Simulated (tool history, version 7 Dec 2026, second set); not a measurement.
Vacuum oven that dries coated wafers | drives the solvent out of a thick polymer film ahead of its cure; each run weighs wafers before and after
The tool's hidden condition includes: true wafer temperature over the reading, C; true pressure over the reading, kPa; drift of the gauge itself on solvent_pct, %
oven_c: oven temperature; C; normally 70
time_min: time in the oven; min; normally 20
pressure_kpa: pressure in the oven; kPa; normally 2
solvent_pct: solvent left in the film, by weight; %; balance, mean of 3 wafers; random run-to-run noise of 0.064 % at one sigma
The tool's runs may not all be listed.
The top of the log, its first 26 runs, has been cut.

| run | hour | oven_c | time_min | pressure_kpa | hours of work since the thermocouples were calibrated | hours of work since the vacuum gauge was cleaned of residue | solvent_pct |
|---|---|---|---|---|---|---|---|
| 27 | 1041.8 | 68 | 16 | 2 | 335 | 513 | 6.03 |
| 28 | 1075.7 | 68 | 16 | 2 | 359 | 538 | 6.02 |
| 29 | 1112.8 | 82 | 23 | 5.86 | 386 | 564 | 3.92 |
| 30 | 1141.8 | 59 | 32 | 7.21 | 407 | 585 | 13.64 |
| 31 | 1181.8 | 59 | 32 | 7.21 | 436 | 614 | 13.31 |
| 32 | 1208.7 | 69 | 20 | 2 | 455 | 634 | 4.74 |
| 33 | 1239.6 | 65 | 23 | 2 | 478 | 656 | 5.72 |
| 34 | 1265 | 65 | 28 | 1.64 | 496 | 674 | 4.8 |
| 35 | 1305.9 | 65 | 28 | 1.64 | 526 | 704 | 4.62 |
| 36 | 1350.6 | 76 | 21 | 2.3 | 558 | 736 | 2.81 |
| 37 | 1391.9 | 70 | 20 | 4.7 | 588 | 766 | 6.69 |
| 38 | 1416.3 | 70 | 20 | 4.7 | 605 | 784 | 7.07 |
| 39 | 1457.4 | 70 | 20 | 4.7 | 635 | 814 | 6.95 |
| 40 | 1505.2 | 70 | 20 | 4.7 | 670 | 848 | 7.09 |
| 41 | 1557.1 | 70 | 20 | 4.7 | 707 | 886 | 7.06 |

For run 42, what comes out?
|  | 1567.1 | oven's thermocouples calibrated |
| 42 | 1602.7 | 70 | 11 | 3.67 | 26 | 917 | ? |

Run 42 gave solvent_pct 8.01 %.
With the hidden condition absent and the run-to-run variation left alone, this run would have shown solvent_pct 7.75 %.

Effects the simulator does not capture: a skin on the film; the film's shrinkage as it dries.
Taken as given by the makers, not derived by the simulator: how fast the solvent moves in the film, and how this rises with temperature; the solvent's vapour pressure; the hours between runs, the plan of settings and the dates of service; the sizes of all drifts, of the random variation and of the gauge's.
